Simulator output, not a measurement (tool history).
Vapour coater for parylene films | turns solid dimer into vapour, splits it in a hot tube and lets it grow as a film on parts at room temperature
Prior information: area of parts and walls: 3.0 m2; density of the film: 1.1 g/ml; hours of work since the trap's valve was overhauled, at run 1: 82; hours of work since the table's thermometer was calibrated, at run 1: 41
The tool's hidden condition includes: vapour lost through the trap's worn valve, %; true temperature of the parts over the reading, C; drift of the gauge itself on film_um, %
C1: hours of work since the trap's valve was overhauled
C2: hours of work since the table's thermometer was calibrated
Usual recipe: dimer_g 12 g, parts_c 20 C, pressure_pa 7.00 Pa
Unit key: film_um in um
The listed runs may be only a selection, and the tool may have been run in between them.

run 1 hour=0.0 | dimer_g=12 parts_c=20 pressure_pa=7.00 | C1=82 C2=41 | film_um=1.742
run 2 hour=9.7 | dimer_g=12 parts_c=20 pressure_pa=7.00 | C1=86 C2=45 | film_um=1.751
run 3 hour=26.3 | dimer_g=12 parts_c=20 pressure_pa=7.00 | C1=93 C2=52 | film_um=1.754
run 4 hour=35.7 | dimer_g=12 parts_c=20 pressure_pa=7.00 | C1=97 C2=56 | film_um=1.729
run 5 hour=53.2 | dimer_g=12 parts_c=20 pressure_pa=7.00 | C1=105 C2=64 | film_um=1.754
run 6 hour=62.8 | dimer_g=12 parts_c=20 pressure_pa=6.50 | C1=109 C2=68 | film_um=1.758
run 7 hour=75.0 | dimer_g=12 parts_c=20 pressure_pa=6.50 | C1=114 C2=73 | film_um=1.744
run 8 hour=87.3 | dimer_g=12 parts_c=20 pressure_pa=3.50 | C1=119 C2=78 | film_um=1.875
run 9 hour=96.8 | dimer_g=12 parts_c=20 pressure_pa=3.50 | C1=123 C2=82 | film_um=1.884
run 10 hour=114.8 | dimer_g=12 parts_c=20 pressure_pa=7.00 | C1=131 C2=90 | film_um=1.733
run 11 hour=129.1 | dimer_g=12 parts_c=22 pressure_pa=7.00 | C1=137 C2=96 | film_um=1.578
run 12 hour=144.4 | dimer_g=6 parts_c=20 pressure_pa=7.00 | C1=143 C2=102 | film_um=0.866
run 13 hour=160.2 | dimer_g=6 parts_c=20 pressure_pa=7.00 | C1=150 C2=109 | film_um=0.873
run 14 hour=171.2 | dimer_g=6 parts_c=20 pressure_pa=7.00 | C1=155 C2=114 | film_um=0.852
run 15 hour=179.9 | dimer_g=6 parts_c=20 pressure_pa=7.00 | C1=158 C2=117 | film_um=0.873
run 16 hour=193.3 | dimer_g=6 parts_c=20 pressure_pa=2.08 | C1=164 C2=123 | film_um=0.985
run 17 hour=209.7 | dimer_g=9 parts_c=20 pressure_pa=5.59 | C1=171 C2=130 | film_um=1.318
run 18 hour=218.4 | dimer_g=9 parts_c=20 pressure_pa=5.59 | C1=175 C2=134 | film_um=1.307
run 19 hour=232.0 | dimer_g=10 parts_c=21 pressure_pa=7.00 | C1=180 C2=139 | film_um=1.384
run 20 hour=248.1 | dimer_g=10 parts_c=26 pressure_pa=11.44 | C1=187 C2=146 | film_um=1.040
run 21 hour=265.1 | dimer_g=10 parts_c=26 pressure_pa=11.44 | C1=194 C2=153 | film_um=1.010
run 22 hour=276.1 | dimer_g=11 parts_c=18 pressure_pa=4.62 | C1=199 C2=158 | film_um=1.804
run 23 hour=284.5 | dimer_g=11 parts_c=18 pressure_pa=4.62 | C1=203 C2=162 | film_um=1.807
run 24 hour=302.2 | dimer_g=8 parts_c=32 pressure_pa=2.68 | C1=210 C2=169 | film_um=0.722
run 25 hour=318.3 | dimer_g=8 parts_c=12 pressure_pa=2.68 | C1=217 C2=176 | film_um=1.830
run 26 hour=330.5 | dimer_g=10 parts_c=12 pressure_pa=5.29 | C1=222 C2=181 | film_um=2.123
run 27 hour=343.2 | dimer_g=9 parts_c=20 pressure_pa=3.32 | C1=227 C2=187 | film_um=1.389
run 28 hour=354.2 | dimer_g=5 parts_c=15 pressure_pa=7.00 | C1=232 C2=191 | film_um=0.907

Here are 4 independent what-if runs from the current tool condition. What would each one return?
run A hour=368.8 | dimer_g=19 parts_c=26 pressure_pa=3.64 | C1=238 C2=197 | film_um=?
run B hour=368.8 | dimer_g=12 parts_c=19 pressure_pa=3.35 | C1=238 C2=197 | film_um=?
run C hour=368.8 | dimer_g=14 parts_c=21 pressure_pa=3.77 | C1=238 C2=197 | film_um=?
run D hour=368.8 | dimer_g=12 parts_c=12 pressure_pa=7.00 | C1=238 C2=197 | film_um=?

run=A film_um=2.197
run=B film_um=1.926
run=C film_um=2.035
run=D film_um=2.469
What these runs would have given with no unlogged condition in the tool:
run=A film_um=2.310
run=B film_um=2.024
run=C film_um=2.139
run=D film_um=2.595
